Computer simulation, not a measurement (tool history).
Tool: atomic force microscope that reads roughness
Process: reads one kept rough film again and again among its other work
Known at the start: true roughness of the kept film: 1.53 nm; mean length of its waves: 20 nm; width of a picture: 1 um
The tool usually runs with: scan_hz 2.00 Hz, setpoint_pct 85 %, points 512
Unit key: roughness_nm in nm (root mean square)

run	hour	scan_hz	setpoint_pct	points	roughness_nm
1	0.0	2.00	85	512	0.906
2	11.2	2.00	85	512	0.887
3	18.4	3.21	85	512	0.786
4	27.8	3.21	85	512	0.770
# hour 33.6: new tip fitted
5	45.3	3.21	85	512	0.900
6	59.8	0.73	85	512	1.139
7	72.4	0.73	85	512	1.107
8	83.4	0.73	85	512	1.076
9	100.3	0.73	85	512	1.033
10	109.0	2.00	85	512	0.896
# hour 111.3: height scale calibrated on a step standard
# hour 122.6: new tip fitted
11	122.9	2.00	85	512	1.031
12	130.6	3.45	85	512	0.872
13	142.8	3.45	85	512	0.845
14	159.3	0.65	85	512	1.092
# hour 164.5: height scale calibrated on a step standard, once more
15	168.1	0.65	85	512	1.091
16	178.0	0.65	85	512	1.064
17	191.3	0.65	85	512	1.044
18	200.7	1.38	60	369	1.050
19	209.1	0.83	67	581	1.049
# hour 212.0: new tip fitted
20	219.8	0.55	67	783	1.256
21	230.9	1.14	90	728	1.051
22	243.3	2.00	64	307	1.115
23	260.1	0.80	73	512	1.120
24	273.0	0.63	61	829	1.134
25	281.8	2.99	85	610	0.817
26	290.0	2.00	86	512	0.876
# hour 300.4: new tip fitted
27	300.6	0.57	75	286	1.215
28	309.4	2.00	68	397	1.135
29	323.5	0.52	85	512	1.163
30	337.1	1.38	59	512	1.146
31	353.3	3.30	59	512	1.059
32	360.9	3.30	59	512	1.039
33	367.9	1.43	78	521	0.995
34	384.8	1.43	78	521	0.965

Alternative continuations, all from the tool just after run 34; predict every row:
# hour 389.6: new tip fitted
A	401.1	2.00	85	665	?
# hour 389.6: new tip fitted
B	401.1	1.24	85	512	?
# hour 389.6: new tip fitted
C	401.1	1.43	84	521	?

run	roughness_nm
A	1.012
B	1.107
C	1.095
Stripped of hidden state, with their random variation kept, the same runs would have yielded:
run	roughness_nm
A	1.038
B	1.135
C	1.123

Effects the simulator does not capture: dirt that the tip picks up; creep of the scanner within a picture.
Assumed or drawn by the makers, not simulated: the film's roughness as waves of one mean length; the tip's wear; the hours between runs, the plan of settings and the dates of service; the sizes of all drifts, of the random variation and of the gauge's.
